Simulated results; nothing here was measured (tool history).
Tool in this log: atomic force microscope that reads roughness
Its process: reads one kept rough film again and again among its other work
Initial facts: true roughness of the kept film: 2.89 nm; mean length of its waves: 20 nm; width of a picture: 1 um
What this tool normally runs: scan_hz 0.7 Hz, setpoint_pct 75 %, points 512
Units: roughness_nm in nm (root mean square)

run	hour	scan_hz	setpoint_pct	points	roughness_nm
1	0	0.7	75	512	1.939
2	29	0.7	75	512	1.867
# hour 38.8: new tip fitted
3	52.9	0.7	75	512	2.254
4	81	0.7	75	295	2.12
5	99.6	0.7	75	512	2.12
6	121.1	0.7	75	512	2.081
7	143.1	0.7	75	512	2.016
8	172	0.7	75	512	1.925
9	196.2	0.7	75	512	1.884
# hour 200.1: new tip fitted
10	225.8	0.7	56	512	2.246
11	249.2	0.7	56	313	2.164
12	265	0.7	75	326	2.088
13	292.1	0.7	75	512	2.035
14	316	0.7	75	512	1.975
15	333.3	0.7	75	512	1.924
16	352.6	0.7	75	512	1.889
# hour 361.7: new tip fitted
17	385.1	0.7	75	512	2.227
18	401.3	0.7	75	512	2.175
19	419.7	0.523	58	831	2.179
20	446	0.523	58	697	2.097
21	466.4	0.962	84	318	1.911
22	494.4	1.003	76	318	1.856
23	513.4	2.154	73	853	1.776
# hour 523.5: new tip fitted
24	536.4	2.781	80	1005	2.037
25	557.2	2.781	80	1005	1.976
26	585.8	0.7	63	512	2.156
27	615.4	0.7	83	512	1.998
28	628.8	0.723	57	261	1.991
29	660.3	0.723	57	261	1.906
30	681.1	0.723	90	261	1.78
# hour 685.8: new tip fitted
31	702.2	0.723	68	340	2.251
32	728.9	0.7	63	512	2.205

Predict each of these 5 candidate next runs independently; none follows another, all start after run 32:
A	744	2.638	63	478	?
B	744	1.716	63	386	?
C	744	3.073	90	876	?
D	744	0.7	63	512	?
E	744	0.7	69	407	?

run	roughness_nm
A	2.076
B	2.08
C	1.734
D	2.165
E	2.123
The same runs, with their run-to-run variation unchanged, on a tool lacking any hidden condition would have given:
run	roughness_nm
A	2.27
B	2.274
C	1.896
D	2.367
E	2.321
